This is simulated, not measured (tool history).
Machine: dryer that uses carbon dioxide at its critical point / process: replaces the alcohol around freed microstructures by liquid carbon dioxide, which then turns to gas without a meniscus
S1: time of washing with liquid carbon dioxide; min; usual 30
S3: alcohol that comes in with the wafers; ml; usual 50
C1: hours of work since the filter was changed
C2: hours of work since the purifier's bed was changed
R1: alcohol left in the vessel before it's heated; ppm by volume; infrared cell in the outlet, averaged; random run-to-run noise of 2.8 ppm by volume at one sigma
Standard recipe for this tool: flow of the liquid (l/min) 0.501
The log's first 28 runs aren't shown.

Run 29, hour 472.2: usual settings but S3 85 ml; C1 202; C2 786. Result: R1 91 ppm by volume.
Run 30, hour 492.3: usual settings but S3 59 ml; C1 215; C2 799. Result: R1 76 ppm by volume.
Run 31, hour 513.2: usual settings but S3 99 ml; C1 228; C2 812. Result: R1 98 ppm by volume.
Run 32, hour 531.9: usual settings but S3 99 ml; C1 239; C2 823. Result: R1 106 ppm by volume.
Run 33, hour 553.1: usual settings but S3 99 ml; C1 253; C2 836. Result: R1 104 ppm by volume.
Run 34, hour 575.1: usual settings but S3 99 ml; C1 266; C2 850. Result: R1 107 ppm by volume.
Run 35, hour 588.9: usual settings but S1 22 min, flow of the liquid (l/min) 0.548, S3 35 ml; C1 275; C2 859. Result: R1 129 ppm by volume.
Run 36, hour 610.4: usual settings but S1 22 min, flow of the liquid (l/min) 0.548, S3 57 ml; C1 288; C2 872. Result: R1 183 ppm by volume.
Run 37, hour 629.7: usual settings but S1 47 min, S3 94 ml; C1 300; C2 884. Result: R1 48 ppm by volume.
Run 38, hour 652.2: usual settings but S1 47 min, S3 94 ml; C1 314; C2 898. Result: R1 54 ppm by volume.
Run 39, hour 674.3: usual settings but S1 26 min, flow of the liquid (l/min) 0.594; C1 328; C2 912. Result: R1 75 ppm by volume.
Run 40, hour 685.8: usual settings but S1 26 min, flow of the liquid (l/min) 0.721, S3 23 ml; C1 335; C2 919. Result: R1 52 ppm by volume.
Run 41, hour 696.7: usual settings but S1 40 min, flow of the liquid (l/min) 0.342, S3 23 ml; C1 342; C2 926. Result: R1 74 ppm by volume.
Run 42, hour 713.3: usual settings but S1 40 min, flow of the liquid (l/min) 0.342, S3 23 ml; C1 352; C2 936. Result: R1 78 ppm by volume.
Run 43, hour 727.6: usual settings but S1 34 min, flow of the liquid (l/min) 0.341, S3 82 ml; C1 361; C2 945. Result: R1 284 ppm by volume.
Run 44, hour 743.1: usual settings but flow of the liquid (l/min) 0.734, S3 117 ml; C1 371; C2 955. Result: R1 57 ppm by volume.
Run 45, hour 764.3: usual settings but flow of the liquid (l/min) 0.734, S3 117 ml; C1 384; C2 968. Result: R1 57 ppm by volume.
Run 46, hour 773.6: usual settings but S1 24 min, flow of the liquid (l/min) 0.734, S3 54 ml; C1 390; C2 974. Result: R1 66 ppm by volume.

Forecast each of these 5 alternatives for the next run:
Run A, hour 794.1: usual settings but S1 47 min, flow of the liquid (l/min) 0.540, S3 35 ml; C1 403; C2 986. Result: R1 ?.
Run B, hour 794.1: usual settings but S1 36 min, flow of the liquid (l/min) 0.572, S3 52 ml; C1 403; C2 986. Result: R1 ?.
Run C, hour 794.1: usual settings but S1 22 min, flow of the liquid (l/min) 0.734, S3 62 ml; C1 403; C2 986. Result: R1 ?.
Run D, hour 794.1: usual settings but S1 29 min, flow of the liquid (l/min) 0.560, S3 90 ml; C1 403; C2 986. Result: R1 ?.
Run E, hour 794.1: usual settings but S1 24 min, flow of the liquid (l/min) 0.409, S3 44 ml; C1 403; C2 986. Result: R1 ?.

run   R1
  A   50
  B   55
  C   84
  D   97
  E  358
Stripped of hidden state, with their random variation kept, the same runs would have yielded:
run   R1
  A    3
  B    6
  C   21
  D   28
  E  205
